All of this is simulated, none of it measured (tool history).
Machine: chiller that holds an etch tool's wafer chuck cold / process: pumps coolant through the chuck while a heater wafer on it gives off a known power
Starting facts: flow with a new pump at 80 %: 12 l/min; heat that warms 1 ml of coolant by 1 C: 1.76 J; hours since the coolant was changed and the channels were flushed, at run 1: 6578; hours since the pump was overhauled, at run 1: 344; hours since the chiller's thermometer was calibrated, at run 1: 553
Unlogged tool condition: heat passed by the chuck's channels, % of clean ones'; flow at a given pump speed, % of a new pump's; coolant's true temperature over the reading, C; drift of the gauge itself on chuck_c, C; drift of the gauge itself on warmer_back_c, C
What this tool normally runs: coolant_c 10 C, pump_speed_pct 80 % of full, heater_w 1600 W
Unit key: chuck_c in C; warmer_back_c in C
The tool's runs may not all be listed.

| run | day | coolant_c | pump_speed_pct | heater_w | hours since the coolant was changed and the channels were flushed | hours since the pump was overhauled | hours since the chiller's thermometer was calibrated | chuck_c | warmer_back_c |
|---|---|---|---|---|---|---|---|---|---|
| 1 | 0.000 | 10 | 80 | 1600 | 6578 | 344 | 553 | 20.3 | 4.56 |
| 2 | 3.292 | 10 | 80 | 1600 | 6657 | 423 | 632 | 20.4 | 4.61 |
| 3 | 8.258 | 13 | 80 | 1600 | 6776 | 542 | 751 | 23.2 | 4.56 |
| 4 | 15.242 | 13 | 80 | 1600 | 6943 | 709 | 918 | 23.3 | 4.53 |
| 5 | 21.971 | 13 | 80 | 1600 | 7105 | 871 | 1080 | 23.3 | 4.61 |
| 6 | 28.138 | 12 | 80 | 1600 | 7253 | 1019 | 1228 | 22.3 | 4.60 |
|  | 34.458 | coolant changed, channels flushed |
| 7 | 35.667 | 12 | 80 | 1600 | 29 | 1194 | 1403 | 22.3 | 4.67 |
| 8 | 40.375 | 10 | 80 | 1600 | 142 | 1307 | 1516 | 20.5 | 4.68 |
| 9 | 45.188 | 10 | 80 | 1600 | 257 | 1422 | 1631 | 20.3 | 4.71 |
| 10 | 51.612 | 10 | 80 | 1600 | 412 | 1576 | 1785 | 20.5 | 4.76 |
| 11 | 57.858 | 13 | 80 | 1600 | 562 | 1726 | 1935 | 23.2 | 4.69 |
| 12 | 63.033 | 10 | 66 | 1600 | 686 | 1850 | 2059 | 22.0 | 5.82 |
| 13 | 66.933 | 3 | 80 | 1600 | 779 | 1944 | 2153 | 13.3 | 4.73 |
| 14 | 69.921 | 3 | 80 | 1600 | 851 | 2016 | 2225 | 13.5 | 4.75 |
| 15 | 75.788 | 3 | 80 | 1600 | 992 | 2156 | 2365 | 13.2 | 4.81 |
| 16 | 79.679 | 10 | 80 | 1600 | 1085 | 2250 | 2459 | 20.2 | 4.85 |
| 17 | 86.358 | 2 | 96 | 965 | 1246 | 2410 | 2619 | 7.5 | 2.53 |
| 18 | 90.233 | 2 | 96 | 965 | 1339 | 2503 | 2712 | 7.5 | 2.55 |
| 19 | 93.367 | 2 | 96 | 965 | 1414 | 2578 | 2787 | 7.5 | 2.54 |
| 20 | 98.371 | 12 | 99 | 1140 | 1534 | 2698 | 2908 | 18.3 | 2.86 |
| 21 | 104.958 | 12 | 99 | 1140 | 1692 | 2857 | 3066 | 18.3 | 2.87 |
| 22 | 112.025 | 12 | 99 | 1140 | 1862 | 3026 | 3235 | 18.2 | 2.95 |
| 23 | 116.312 | 15 | 80 | 903 | 1964 | 3129 | 3338 | 20.7 | 3.00 |
| 24 | 121.558 | 15 | 80 | 903 | 2090 | 3255 | 3464 | 20.8 | 2.93 |
| 25 | 127.621 | 16 | 80 | 903 | 2236 | 3400 | 3610 | 21.9 | 2.92 |
| 26 | 131.808 | 16 | 92 | 1047 | 2336 | 3501 | 3710 | 22.2 | 2.95 |
| 27 | 138.621 | 16 | 72 | 2395 | 2500 | 3664 | 3874 | 32.7 | 8.10 |
| 28 | 141.779 | 20 | 77 | 1760 | 2576 | 3740 | 3949 | 31.7 | 5.62 |
| 29 | 146.975 | 15 | 80 | 922 | 2700 | 3865 | 4074 | 21.0 | 3.07 |
| 30 | 151.421 | 9 | 97 | 1600 | 2807 | 3972 | 4181 | 17.9 | 4.15 |
|  | 156.242 | gauge calibrated |
| 31 | 157.683 | 9 | 97 | 1600 | 2957 | 4122 | 4331 | 17.8 | 3.64 |

Each row is a separate what-if for the run after 31, all from the same tool condition, not one after another. Results?
| A | 162.942 | 4 | 80 | 1269 | 3084 | 4248 | 4457 | ? | ? |
| B | 162.942 | 0 | 66 | 1141 | 3084 | 4248 | 4457 | ? | ? |
| C | 162.942 | 13 | 74 | 1424 | 3084 | 4248 | 4457 | ? | ? |

| run | chuck_c | warmer_back_c |
|---|---|---|
| A | 12.1 | 3.66 |
| B | 8.5 | 4.08 |
| C | 22.7 | 4.47 |
Take away the tool's hidden state, keep each run's random variation, and the runs would have read:
| run | chuck_c | warmer_back_c |
|---|---|---|
| A | 12.0 | 3.63 |
| B | 8.5 | 4.05 |
| C | 22.7 | 4.45 |
